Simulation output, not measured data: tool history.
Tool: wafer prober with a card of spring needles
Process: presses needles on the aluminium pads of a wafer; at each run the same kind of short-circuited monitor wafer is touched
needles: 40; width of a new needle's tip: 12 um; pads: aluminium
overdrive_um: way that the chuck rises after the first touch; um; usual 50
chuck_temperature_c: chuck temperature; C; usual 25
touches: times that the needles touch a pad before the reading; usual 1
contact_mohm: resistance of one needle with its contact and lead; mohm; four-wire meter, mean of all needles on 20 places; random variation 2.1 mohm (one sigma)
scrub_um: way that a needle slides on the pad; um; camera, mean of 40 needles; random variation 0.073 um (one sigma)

Run 1, hour 0: usual settings. Result: contact_mohm 256 mohm, scrub_um 6.66 um.
At hour 6.6: tips cleaned on abrasive film.
Run 2, hour 9.2: usual settings. Result: contact_mohm 309 mohm, scrub_um 6.68 um.
At hour 15.8: tips cleaned on abrasive film.
Run 3, hour 19.4: usual settings but chuck_temperature_c 37 C. Result: contact_mohm 268 mohm, scrub_um 6.64 um.
At hour 25.1: tips cleaned on abrasive film.
Run 4, hour 27.5: usual settings but chuck_temperature_c 37 C. Result: contact_mohm 254 mohm, scrub_um 6.71 um.
At hour 34.7: tips cleaned on abrasive film.
Run 5, hour 34.7: usual settings. Result: contact_mohm 236 mohm, scrub_um 6.52 um.
At hour 35.7: tips cleaned on abrasive film, once more.
At hour 44.8: tips cleaned on abrasive film.
Run 6, hour 44.8: usual settings. Result: contact_mohm 237 mohm, scrub_um 6.55 um.
Run 7, hour 52.6: usual settings. Result: contact_mohm 288 mohm, scrub_um 6.68 um.
At hour 53.7: tips cleaned on abrasive film.
Run 8, hour 58.4: usual settings but overdrive_um 59 um. Result: contact_mohm 261 mohm, scrub_um 7.9 um.
At hour 62.9: tips cleaned on abrasive film.
Run 9, hour 69.3: usual settings but overdrive_um 45 um. Result: contact_mohm 294 mohm, scrub_um 5.99 um.
At hour 72.7: tips cleaned on abrasive film.
Run 10, hour 75.6: usual settings but overdrive_um 45 um. Result: contact_mohm 266 mohm, scrub_um 5.91 um.
At hour 81.6: tips cleaned on abrasive film.
Run 11, hour 86.1: usual settings but overdrive_um 45 um. Result: contact_mohm 280 mohm, scrub_um 6.05 um.
At hour 91.4: tips cleaned on abrasive film.
Run 12, hour 96.2: usual settings but overdrive_um 45 um, chuck_temperature_c 38 C. Result: contact_mohm 282 mohm, scrub_um 5.82 um.
At hour 100.6: tips cleaned on abrasive film.
Run 13, hour 106: usual settings but overdrive_um 45 um, chuck_temperature_c 38 C, touches 3. Result: contact_mohm 256 mohm, scrub_um 5.97 um.
At hour 109.7: tips cleaned on abrasive film.
Run 14, hour 112.2: usual settings but overdrive_um 45 um, chuck_temperature_c 38 C, touches 3. Result: contact_mohm 251 mohm, scrub_um 5.9 um.
At hour 118.6: tips cleaned on abrasive film.
Run 15, hour 122.6: usual settings but overdrive_um 45 um, chuck_temperature_c 38 C, touches 2. Result: contact_mohm 261 mohm, scrub_um 5.84 um.
At hour 127.7: tips cleaned on abrasive film.
Run 16, hour 130.1: usual settings but overdrive_um 45 um, chuck_temperature_c 38 C, touches 2. Result: contact_mohm 255 mohm, scrub_um 5.83 um.
At hour 137.1: tips cleaned on abrasive film.
Run 17, hour 139.2: usual settings but overdrive_um 45 um, chuck_temperature_c 38 C, touches 2. Result: contact_mohm 254 mohm, scrub_um 5.98 um.
At hour 146.7: tips cleaned on abrasive film.
Run 18, hour 148.4: usual settings but overdrive_um 45 um, chuck_temperature_c 38 C, touches 2. Result: contact_mohm 253 mohm, scrub_um 5.81 um.
Run 19, hour 153.2: usual settings but overdrive_um 45 um, chuck_temperature_c 38 C, touches 2. Result: contact_mohm 270 mohm, scrub_um 5.69 um.
At hour 155.7: tips cleaned on abrasive film.
Run 20, hour 160.2: usual settings but overdrive_um 49 um, touches 2. Result: contact_mohm 255 mohm, scrub_um 6.39 um.
At hour 164.7: tips cleaned on abrasive film.
Run 21, hour 170.9: usual settings but chuck_temperature_c 26 C. Result: contact_mohm 282 mohm, scrub_um 6.48 um.
At hour 174.4: tips cleaned on abrasive film.
Run 22, hour 181.2: usual settings but overdrive_um 43 um, chuck_temperature_c 50 C. Result: contact_mohm 309 mohm, scrub_um 5.63 um.
At hour 183.6: tips cleaned on abrasive film.
Run 23, hour 186.2: usual settings but overdrive_um 43 um, chuck_temperature_c 50 C. Result: contact_mohm 277 mohm, scrub_um 5.54 um.
Run 24, hour 191.2: usual settings but overdrive_um 31 um, chuck_temperature_c 30 C, touches 2. Result: contact_mohm 331 mohm, scrub_um 3.86 um.
At hour 192.8: tips cleaned on abrasive film.
Run 25, hour 200.9: usual settings but overdrive_um 31 um, chuck_temperature_c 30 C, touches 2. Result: contact_mohm 333 mohm, scrub_um 3.88 um.
At hour 202.2: tips cleaned on abrasive film.
Run 26, hour 207.5: usual settings but overdrive_um 31 um, chuck_temperature_c 30 C, touches 2. Result: contact_mohm 317 mohm, scrub_um 3.82 um.
At hour 211.7: tips cleaned on abrasive film.
Run 27, hour 215.1: usual settings but overdrive_um 70 um, chuck_temperature_c 30 C, touches 2. Result: contact_mohm 245 mohm, scrub_um 9.21 um.
At hour 220.6: tips cleaned on abrasive film.
Run 28, hour 223.7: usual settings but chuck_temperature_c 68 C, touches 3. Result: contact_mohm 256 mohm, scrub_um 6.51 um.
At hour 230.4: tips cleaned on abrasive film.
Run 29, hour 234.9: usual settings but overdrive_um 42 um, chuck_temperature_c 40 C. Result: contact_mohm 294 mohm, scrub_um 5.3 um.
At hour 239.7: tips cleaned on abrasive film.
Run 30, hour 242.9: usual settings but overdrive_um 42 um, chuck_temperature_c 28 C. Result: contact_mohm 280 mohm, scrub_um 5.2 um.
At hour 249.2: tips cleaned on abrasive film.
Run 31, hour 252.1: usual settings but overdrive_um 42 um, chuck_temperature_c 30 C. Result: contact_mohm 283 mohm, scrub_um 5.35 um.
At hour 258.9: tips cleaned on abrasive film.
Run 32, hour 260.6: usual settings but overdrive_um 49 um, chuck_temperature_c 100 C. Result: contact_mohm 271 mohm, scrub_um 6.14 um.
Run 33, hour 267.4: usual settings but overdrive_um 49 um, chuck_temperature_c 100 C. Result: contact_mohm 318 mohm, scrub_um 6.26 um.

4 ways to go on from here, each from the tool as it stands after run 33. What would each give?
At hour 268.4: tips cleaned on abrasive film.
Run A, hour 275.5: usual settings but overdrive_um 49 um, chuck_temperature_c 100 C. Result: contact_mohm ?, scrub_um ?.
At hour 268.4: tips cleaned on abrasive film.
Run B, hour 275.5: usual settings but overdrive_um 49 um, chuck_temperature_c 80 C. Result: contact_mohm ?, scrub_um ?.
At hour 268.4: tips cleaned on abrasive film.
Run C, hour 275.5: usual settings but overdrive_um 52 um, chuck_temperature_c 57 C. Result: contact_mohm ?, scrub_um ?.
At hour 268.4: tips cleaned on abrasive film.
Run D, hour 275.5: usual settings but chuck_temperature_c 75 C. Result: contact_mohm ?, scrub_um ?.

run  contact_mohm  scrub_um
  A           304      6.23
  B           306      6.29
  C           297      6.66
  D           304      6.38
Without the tool's hidden state the same runs would have given:
run  contact_mohm  scrub_um
  A           246      6.58
  B           245      6.65
  C           240      7.01
  D           245      6.73

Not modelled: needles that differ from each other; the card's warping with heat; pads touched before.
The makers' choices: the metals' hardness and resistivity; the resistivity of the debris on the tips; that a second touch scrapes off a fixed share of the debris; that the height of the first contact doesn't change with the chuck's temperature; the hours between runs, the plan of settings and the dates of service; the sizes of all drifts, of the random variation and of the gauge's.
